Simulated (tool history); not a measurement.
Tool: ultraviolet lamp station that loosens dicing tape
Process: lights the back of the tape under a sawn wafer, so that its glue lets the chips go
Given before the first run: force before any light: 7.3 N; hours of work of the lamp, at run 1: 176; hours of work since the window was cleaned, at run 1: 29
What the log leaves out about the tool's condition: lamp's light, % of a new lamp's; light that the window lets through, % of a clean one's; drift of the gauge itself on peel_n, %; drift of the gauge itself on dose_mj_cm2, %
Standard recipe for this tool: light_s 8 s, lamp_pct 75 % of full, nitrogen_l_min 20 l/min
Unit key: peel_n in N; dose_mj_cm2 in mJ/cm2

run	day	light_s	lamp_pct	nitrogen_l_min	hours of work of the lamp	hours of work since the window was cleaned	peel_n	dose_mj_cm2
1	0.000	8	75	20	176	29	0.243	288
2	0.654	8	75	20	182	36	0.264	287
3	0.992	8	75	20	185	39	0.250	288
4	1.479	8	63	20	190	44	0.365	238
5	2.004	8	63	20	195	49	0.393	240
6	2.462	8	63	20	200	53	0.374	237
7	3.079	8	75	20	206	59	0.237	280
8	3.525	8	75	20	210	64	0.251	280
9	4.004	15	82	22	215	68	0.113	577
10	4.688	15	89	22	222	75	0.117	626
11	5.333	8	88	39	228	81	0.142	330
12	5.912	15	74	7	233	87	0.181	516
13	6.408	7	93	13	238	92	0.336	304
14	6.758	9	69	13	242	95	0.359	287
15	7.054	9	69	13	245	98	0.358	287

Here are 5 independent what-if runs from the current tool condition. What would each one return?
A	7.392	11	80	8	248	101	?	?
B	7.392	11	94	14	248	101	?	?
C	7.392	13	74	8	248	101	?	?
D	7.392	9	69	31	248	101	?	?
E	7.392	8	70	37	248	101	?	?

run	peel_n	dose_mj_cm2
A	0.270	407
B	0.134	477
C	0.217	440
D	0.194	288
E	0.203	259
Had the tool no hidden state, the same runs would have come out as:
run	peel_n	dose_mj_cm2
A	0.210	460
B	0.122	539
C	0.173	497
D	0.160	326
E	0.164	293

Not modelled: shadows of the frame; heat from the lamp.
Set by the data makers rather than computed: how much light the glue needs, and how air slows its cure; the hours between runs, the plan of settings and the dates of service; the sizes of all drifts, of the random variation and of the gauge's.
